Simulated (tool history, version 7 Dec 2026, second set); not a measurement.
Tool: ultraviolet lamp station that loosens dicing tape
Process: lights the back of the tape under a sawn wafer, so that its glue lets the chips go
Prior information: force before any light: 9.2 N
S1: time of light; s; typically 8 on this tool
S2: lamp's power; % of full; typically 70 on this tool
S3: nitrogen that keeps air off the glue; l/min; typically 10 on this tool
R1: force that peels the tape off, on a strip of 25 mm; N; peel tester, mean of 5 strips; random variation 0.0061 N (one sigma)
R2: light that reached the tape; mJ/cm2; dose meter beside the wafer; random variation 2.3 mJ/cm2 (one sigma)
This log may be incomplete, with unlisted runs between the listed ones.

run,hour,S1,S2,S3,R1,R2
1,0.0,8,70,10,0.374,189
2,70.8,8,70,10,0.373,182
3,146.6,8,70,10,0.391,180
4,245.6,8,70,10,0.426,178
5,341.3,8,70,10,0.432,173
6,419.6,8,70,10,0.455,171
7,489.0,8,70,10,0.467,175
8,583.7,8,70,10,0.515,169
9,623.7,8,70,10,0.506,168
10,680.1,8,70,10,0.524,164
11,734.0,8,79,10,0.392,184
12,781.0,8,79,10,0.406,179
13,847.6,8,79,10,0.423,177
14,899.3,8,79,10,0.409,175
15,960.5,8,70,6,0.834,155
16,1053.5,8,79,6,0.682,169
17,1104.7,8,79,6,0.691,173
# hour 1137.1: window cleaned of glue's vapour
18,1166.3,8,79,6,0.502,187
19,1232.6,8,89,10,0.285,205
20,1319.2,8,89,10,0.289,207
21,1370.8,8,89,10,0.292,203
22,1443.5,8,70,17,0.444,156
23,1523.9,8,70,17,0.462,154
24,1591.2,11,64,14,0.289,193
25,1677.0,6,70,4,1.989,115
26,1737.3,10,70,4,0.756,179
# hour 1755.2: lamp changed
27,1823.2,10,70,4,0.239,281
28,1921.5,5,70,11,0.762,139
29,2019.4,5,87,10,0.508,172
30,2099.0,14,83,11,0.063,441
31,2173.8,14,83,11,0.062,439
32,2259.2,14,83,11,0.067,435
# hour 2274.0: window cleaned of glue's vapour
33,2356.7,8,77,4,0.342,253
34,2400.0,5,67,11,0.838,135
35,2482.0,5,67,11,0.852,134
36,2549.1,8,64,3,0.729,200
37,2621.1,6,64,13,0.595,154
38,2691.9,6,64,13,0.591,146
39,2768.2,7,64,13,0.412,169
40,2849.1,5,80,12,0.592,148
41,2924.2,5,80,12,0.622,149
42,2992.2,14,80,12,0.064,407
43,3069.3,6,87,17,0.269,182

Here are 4 independent what-if runs from the current tool condition. What would each one return?
A,3123.7,10,65,18,?,?
B,3123.7,13,70,20,?,?
C,3123.7,8,70,6,?,?
D,3123.7,6,87,14,?,?

run,R1,R2
A,0.153,231
B,0.057,320
C,0.469,196
D,0.307,186
The same runs, with their run-to-run variation unchanged, on a tool lacking any hidden condition would have given:
run,R1,R2
A,0.099,281
B,0.049,390
C,0.270,240
D,0.172,226
